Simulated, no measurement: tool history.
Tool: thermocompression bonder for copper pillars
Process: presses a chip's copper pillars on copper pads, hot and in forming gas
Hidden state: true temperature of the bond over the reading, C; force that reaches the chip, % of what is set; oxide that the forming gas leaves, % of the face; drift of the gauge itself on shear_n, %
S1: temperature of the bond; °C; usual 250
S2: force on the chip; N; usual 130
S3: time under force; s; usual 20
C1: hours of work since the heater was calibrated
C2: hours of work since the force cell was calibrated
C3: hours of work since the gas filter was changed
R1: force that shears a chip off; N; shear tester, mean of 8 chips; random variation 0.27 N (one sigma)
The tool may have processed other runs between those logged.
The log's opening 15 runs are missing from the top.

run    hour   S1   S2  S3   C1   C2   C3    R1
 16   671.7  260  130  20  107   69  125  45.6
 17   703.9  250   87  11  124   87  142  25.7
 18   771.7  250   87  11  161  124  179  25.7
 19   831.2  245  150  53  194  157  212  56.5
 20   868.5  259  127  33  214  177  232  51.3
 21   919.1  227   78  20  242  205  260  22.3
 22   974.2  270  192  20  272  235  290  57.4
 23  1019.4  270  192  20  297  260  315  56.8
 24  1073.8  246  120  51  327  290  345  49.6
 25  1129.6  248  105  20  358  320  376  33.8
 26  1173.3  248  105  59  382  344  400  48.8
 27  1232.0  232   96  13  414  376  432  21.9
 28  1273.4  262   88  13  436  399  454  29.2
 29  1304.2  274   82  11  453  416  471  29.4
     1314.1  -- forming gas filter changed
 30  1360.2  275  190  59  484  446   25  77.5

4 ways to go on from here, each from the tool as it stands after run 30. What would each give?
  A  1424.1  270  137  12  519  481  60   ?
  B  1424.1  237  130  19  519  481  60   ?
  C  1424.1  278  152  12  519  481  60   ?
  D  1424.1  275  130  18  519  481  60   ?

run    R1
  A  44.0
  B  36.6
  C  50.5
  D  51.6
What these runs would have given with no unlogged condition in the tool:
run    R1
  A  44.4
  B  36.9
  C  51.1
  D  52.1
